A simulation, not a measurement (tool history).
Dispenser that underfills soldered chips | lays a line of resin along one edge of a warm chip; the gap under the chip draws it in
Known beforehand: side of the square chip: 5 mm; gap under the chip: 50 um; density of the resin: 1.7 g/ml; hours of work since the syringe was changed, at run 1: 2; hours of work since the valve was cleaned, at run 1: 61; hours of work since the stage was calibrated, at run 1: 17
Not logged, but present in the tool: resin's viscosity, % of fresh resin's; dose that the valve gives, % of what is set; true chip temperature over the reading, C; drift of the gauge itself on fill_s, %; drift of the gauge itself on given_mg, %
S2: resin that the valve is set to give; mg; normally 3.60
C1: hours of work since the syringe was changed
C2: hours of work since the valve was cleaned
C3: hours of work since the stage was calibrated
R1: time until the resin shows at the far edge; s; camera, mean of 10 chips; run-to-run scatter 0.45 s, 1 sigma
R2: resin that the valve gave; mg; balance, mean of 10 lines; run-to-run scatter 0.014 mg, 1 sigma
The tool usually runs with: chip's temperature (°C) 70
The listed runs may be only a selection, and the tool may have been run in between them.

Run 1, hour 0.0: usual settings; C1 2; C2 61; C3 17. Result: R1 36.6 s, R2 3.48 mg.
Run 2, hour 2.7: usual settings; C1 4; C2 63; C3 19. Result: R1 41.8 s, R2 3.43 mg.
Run 3, hour 7.6: usual settings; C1 7; C2 67; C3 22. Result: R1 53.7 s, R2 3.44 mg.
At hour 11.6: new syringe of resin.
Run 4, hour 13.0: usual settings; C1 1; C2 71; C3 26. Result: R1 35.8 s, R2 3.43 mg.
Run 5, hour 17.3: usual settings; C1 4; C2 74; C3 29. Result: R1 42.4 s, R2 3.41 mg.
Run 6, hour 21.0: usual settings; C1 7; C2 77; C3 32. Result: R1 52.9 s, R2 3.44 mg.
At hour 25.6: new syringe of resin.
Run 7, hour 25.9: usual settings; C1 0; C2 80; C3 36. Result: R1 34.1 s, R2 3.42 mg.
Run 8, hour 28.6: usual settings; C1 2; C2 82; C3 38. Result: R1 38.3 s, R2 3.42 mg.
Run 9, hour 31.4: usual settings; C1 4; C2 85; C3 40. Result: R1 42.6 s, R2 3.42 mg.
Run 10, hour 34.9: usual settings; C1 7; C2 87; C3 42. Result: R1 51.9 s, R2 3.38 mg.
At hour 39.3: new syringe of resin.
Run 11, hour 39.8: usual settings; C1 0; C2 91; C3 46. Result: R1 34.5 s, R2 3.41 mg.
Run 12, hour 45.6: usual settings; C1 5; C2 95; C3 50. Result: R1 45.1 s, R2 3.40 mg.
Run 13, hour 51.2: usual settings but chip's temperature (°C) 78; C1 9; C2 99; C3 55. Result: R1 41.0 s, R2 3.39 mg.
At hour 53.0: new syringe of resin.
Run 14, hour 57.5: usual settings but chip's temperature (°C) 59; C1 3; C2 104; C3 59. Result: R1 70.5 s, R2 3.39 mg.
Run 15, hour 63.4: usual settings; C1 8; C2 108; C3 64. Result: R1 54.8 s, R2 3.38 mg.
At hour 67.1: new syringe of resin.
Run 16, hour 67.9: usual settings but chip's temperature (°C) 60; C1 1; C2 111; C3 67. Result: R1 56.3 s, R2 3.38 mg.
Run 17, hour 71.0: usual settings but chip's temperature (°C) 60; C1 3; C2 114; C3 69. Result: R1 65.7 s, R2 3.36 mg.
Run 18, hour 75.0: usual settings but S2 3.99 mg; C1 6; C2 117; C3 72. Result: R1 48.8 s, R2 3.70 mg.
Run 19, hour 78.7: usual settings but chip's temperature (°C) 55, S2 4.11 mg; C1 9; C2 120; C3 75. Result: R1 119.1 s, R2 3.82 mg.
At hour 81.1: new syringe of resin.
Run 20, hour 85.0: usual settings but chip's temperature (°C) 85, S2 3.83 mg; C1 3; C2 124; C3 79. Result: R1 20.2 s, R2 3.54 mg.
Run 21, hour 89.1: usual settings but S2 4.04 mg; C1 6; C2 127; C3 83. Result: R1 48.6 s, R2 3.73 mg.
At hour 94.9: new syringe of resin.
Run 22, hour 95.6: usual settings but chip's temperature (°C) 72, S2 4.05 mg; C1 1; C2 132; C3 87. Result: R1 31.3 s, R2 3.72 mg.
Run 23, hour 98.8: usual settings but chip's temperature (°C) 72, S2 4.05 mg; C1 3; C2 134; C3 90. Result: R1 36.3 s, R2 3.74 mg.
Run 24, hour 104.0: usual settings but chip's temperature (°C) 57, S2 4.07 mg; C1 7; C2 138; C3 94. Result: R1 94.8 s, R2 3.69 mg.
Run 25, hour 108.1: usual settings but chip's temperature (°C) 61; C1 10; C2 141; C3 97. Result: R1 94.8 s, R2 3.27 mg.
At hour 108.8: new syringe of resin.
Run 26, hour 112.2: usual settings but chip's temperature (°C) 83; C1 3; C2 144; C3 100. Result: R1 22.1 s, R2 3.27 mg.
Run 27, hour 115.8: usual settings but chip's temperature (°C) 57, S2 4.66 mg; C1 5; C2 147; C3 102. Result: R1 85.1 s, R2 4.25 mg.
At hour 120.6: dispensing valve cleaned and set on the balance.
At hour 123.5: new syringe of resin.
Run 28, hour 123.6: usual settings but chip's temperature (°C) 61, S2 3.39 mg; C1 0; C2 2; C3 107. Result: R1 51.7 s, R2 3.38 mg.
Run 29, hour 129.2: usual settings but chip's temperature (°C) 61, S2 3.39 mg; C1 4; C2 6; C3 111. Result: R1 66.5 s, R2 3.36 mg.

The next listed run, before its measurement:
Run 30, hour 133.6: usual settings but chip's temperature (°C) 82, S2 3.36 mg; C1 8; C2 10; C3 115. Result: R1 ?, R2 ?.

{"run 30": {"R1": 31.3, "R2": 3.36}}
If the tool had no hidden condition, the same run with the same run-to-run variation would have returned R1 19.7 s, R2 3.38 mg.
